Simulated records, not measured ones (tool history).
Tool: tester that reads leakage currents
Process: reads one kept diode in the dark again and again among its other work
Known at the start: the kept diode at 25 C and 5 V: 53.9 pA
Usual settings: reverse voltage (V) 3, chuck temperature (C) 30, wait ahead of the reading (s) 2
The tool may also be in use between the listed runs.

run    hour  reverse voltage (V)  chuck temperature (C)  wait ahead of the reading (s)  current that the tester gives (pA)
  1       0                    3                     30                              2                               71.01
  2     165                    3                     30                           0.49                               71.71
  3   261.2                    3                     30                              2                               72.22
  4   424.4                    3                     30                              2                               72.23
  5   608.9                    3                     30                              2                               73.31
  6   714.7                    3                     30                              2                                73.8
  7   838.5                    3                     30                              2                                74.3
  8   963.5                    3                     30                              2                               74.82
  9  1063.5                    3                     30                              2                               75.51
 10  1193.6                    3                     30                              2                               75.75
 11  1303.5                    3                     30                              2                               76.48
 12  1385.6                    3                     30                              2                               77.17
 13  1524.5                18.11                     30                              2                              247.44
 14  1647.3                18.11                     30                              2                              249.07
 15  1781.1                    3                     30                           1.45                               78.57
 16  1969.6                 2.28                     53                           1.45                              353.58
     2028.7  -- probe card cleaned and baked
 17  2063.7                 13.2                     42                           0.66                              454.49
 18  2200.1                14.08                     51                           1.89                              910.54
 19  2302.2                14.08                     51                           1.89                               916.9
 20    2460                 9.18                     51                           1.33                              712.99
     2508.1  -- chuck's temperature calibrated
 21  2640.9                    3                     40                           6.53                              136.83
 22  2758.9                    3                     40                           6.53                              136.78
 23  2882.6                 5.07                     37                           0.71                              150.87
 24  3014.8                 7.23                     52                              2                               572.2
 25  3131.5                15.22                     39                           4.14                              345.64
 26  3265.7                    3                     30                           4.89                               64.35
 27  3357.4                  3.4                     23                           5.43                               39.68
 28  3452.7                  3.4                     23                           1.37                               40.15
 29  3573.7                 6.61                     41                              2                              248.74

5 ways to go on from here, each from the tool as it stands after run 29. What would each give?
  A  3727.3                 2.97                     41                           2.28                                   ?
  B  3727.3                 9.74                     36                            1.2                                   ?
  C  3727.3                    3                     50                           0.76                                   ?
  D  3727.3                 6.61                     44                           2.05                                   ?
  E  3727.3                    3                     50                           0.62                                   ?

run  current that the tester gives (pA)
  A                              155.31
  B                              218.19
  C                              303.21
  D                              314.95
  E                              302.66
With no hidden state in the tool, these same runs would have given:
run  current that the tester gives (pA)
  A                              145.28
  B                              200.12
  C                              286.29
  D                               294.5
  E                              285.79

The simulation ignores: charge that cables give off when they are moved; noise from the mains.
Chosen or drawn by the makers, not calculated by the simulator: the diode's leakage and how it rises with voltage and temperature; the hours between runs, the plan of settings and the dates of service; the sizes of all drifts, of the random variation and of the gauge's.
